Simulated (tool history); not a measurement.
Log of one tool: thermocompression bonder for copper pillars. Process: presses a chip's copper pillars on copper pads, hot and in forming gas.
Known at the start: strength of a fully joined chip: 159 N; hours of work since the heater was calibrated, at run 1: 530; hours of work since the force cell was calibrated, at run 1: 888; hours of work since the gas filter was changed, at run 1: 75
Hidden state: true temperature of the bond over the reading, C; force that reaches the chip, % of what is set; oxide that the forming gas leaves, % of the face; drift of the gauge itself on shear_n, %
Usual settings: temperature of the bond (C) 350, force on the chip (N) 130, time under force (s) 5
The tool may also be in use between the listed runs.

run   hour  temperature of the bond (C)  force on the chip (N)  time under force (s)  hours of work since the heater was calibrated  hours of work since the force cell was calibrated  hours of work since the gas filter was changed  force that shears a chip off (N)
  1    0.0                          350                    130                     5                                            530                                                888                                              75                              79.8
  2   61.8                          350                    111                     5                                            557                                                915                                             102                              70.5
  3  110.5                          364                    130                     5                                            578                                                937                                             123                              86.7
  4  149.8                          364                    130                     5                                            596                                                954                                             141                              86.7
  5  231.8                          364                    130                     5                                            631                                                990                                             176                              85.6
  6  293.1                          364                    130                     5                                            658                                               1016                                             203                              85.9
  7  349.0                          364                    110                     5                                            683                                               1041                                             228                              76.7
  8  405.4                          350                    130                     7                                            707                                               1066                                             252                              86.8
     442.5  -- forming gas filter changed
  9  466.9                          350                     87                     5                                            734                                               1092                                              11                              57.5
 10  541.6                          350                     86                     5                                            767                                               1125                                              43                              56.6
 11  576.4                          350                    146                    11                                            782                                               1140                                              59                             106.5
 12  659.1                          350                    130                     5                                            818                                               1176                                              95                              77.0

Forecast each of these 3 alternatives for the next run:
  A  734.2                          330                    105                     5                                            851                                               1209                                             128                                 ?
  B  734.2                          330                    130                     7                                            851                                               1209                                             128                                 ?
  C  734.2                          350                    166                     8                                            851                                               1209                                             128                                 ?

run  force that shears a chip off (N)
  A                              56.3
  B                              76.0
  C                             104.6
Without the tool's hidden state the same runs would have given:
run  force that shears a chip off (N)
  A                              57.6
  B                              77.9
  C                             107.2
